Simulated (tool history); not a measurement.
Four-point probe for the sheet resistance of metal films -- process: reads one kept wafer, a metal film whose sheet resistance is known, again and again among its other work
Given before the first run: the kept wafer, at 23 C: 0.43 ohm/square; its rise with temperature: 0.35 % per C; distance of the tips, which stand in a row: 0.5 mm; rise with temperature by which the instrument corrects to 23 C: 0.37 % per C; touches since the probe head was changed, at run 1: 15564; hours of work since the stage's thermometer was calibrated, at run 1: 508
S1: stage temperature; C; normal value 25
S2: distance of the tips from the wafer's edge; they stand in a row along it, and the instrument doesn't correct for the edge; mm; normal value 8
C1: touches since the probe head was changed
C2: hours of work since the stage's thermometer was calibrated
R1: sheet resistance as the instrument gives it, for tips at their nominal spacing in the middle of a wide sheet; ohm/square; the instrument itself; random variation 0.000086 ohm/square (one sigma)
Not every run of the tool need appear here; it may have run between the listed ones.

run     day  S1  S2     C1    C2        R1
  1       0  25   8  15564   508  0.431276
  2   2.529  25   5  16653   555  0.432746
  3   4.804  25  58  17631   597  0.430303
  4   6.796  25  58  18488   634  0.430322
  5   9.612  25  58  19701   686  0.430435
  6  12.329  25   8  20869   737  0.431105
  7  14.496  25  34  21801   777  0.430311
  8  17.188  25  67  22958   827  0.430364
  9  19.925  32   8  24136   878  0.430652
 10  21.988  32   8  25024   916  0.430547
 11  24.371  25  25  26048   960  0.430497
 12  26.608  21   8  27011  1002  0.431698
 13  29.321  21   8  28178  1052  0.431621
 14  31.654  21   8  29183  1096  0.431555
 15  34.067  21   8  30220  1141  0.431836
 16   36.25  25  66  31160  1181  0.430347
 17  38.812  25  66  32262  1229  0.430359
 18  40.304  25  66  32904  1256  0.430322
 19  41.971  24   6  33621  1287  0.432018
 20  43.846  24   6  34427  1322  0.432189
 21  45.992  24   6  35350  1362   0.43211
     46.742  -- stage's thermometer calibrated
 22  47.888  25  41  36157    21  0.429845
 23    50.8  24  36  37410    75  0.429825
 24  52.421  21  10  38107   105  0.430873
 25  54.321  21   8  38925   141  0.431227
 26  55.988  22  72  39642   172  0.429897
 27  58.425  35   6  40691   217  0.430547
 28  60.479  25   4  41575   255  0.433359
 29  62.421  25   4  42409   291  0.433243
 30    64.8  31   3  43434   336  0.435653
 31  66.892  19  59  44333   374  0.430312
 32  69.129  21   4  45295   416  0.433689
 33  71.546  24  10  46335   461  0.430683
 34  73.021  24  10  46970   488  0.430502
 35  75.054  33  14  47845   526   0.42938

Forecast each of these 3 alternatives for the next run:
  A  76.421  22   8  48432  551   ?
  B  76.421  33   8  48432  551   ?
  C  76.421  18  17  48432  551   ?

run        R1
  A  0.431027
  B  0.430086
  C  0.430693
What these runs would have given with no unlogged condition in the tool:
run        R1
  A  0.430992
  B  0.430062
  C  0.430654

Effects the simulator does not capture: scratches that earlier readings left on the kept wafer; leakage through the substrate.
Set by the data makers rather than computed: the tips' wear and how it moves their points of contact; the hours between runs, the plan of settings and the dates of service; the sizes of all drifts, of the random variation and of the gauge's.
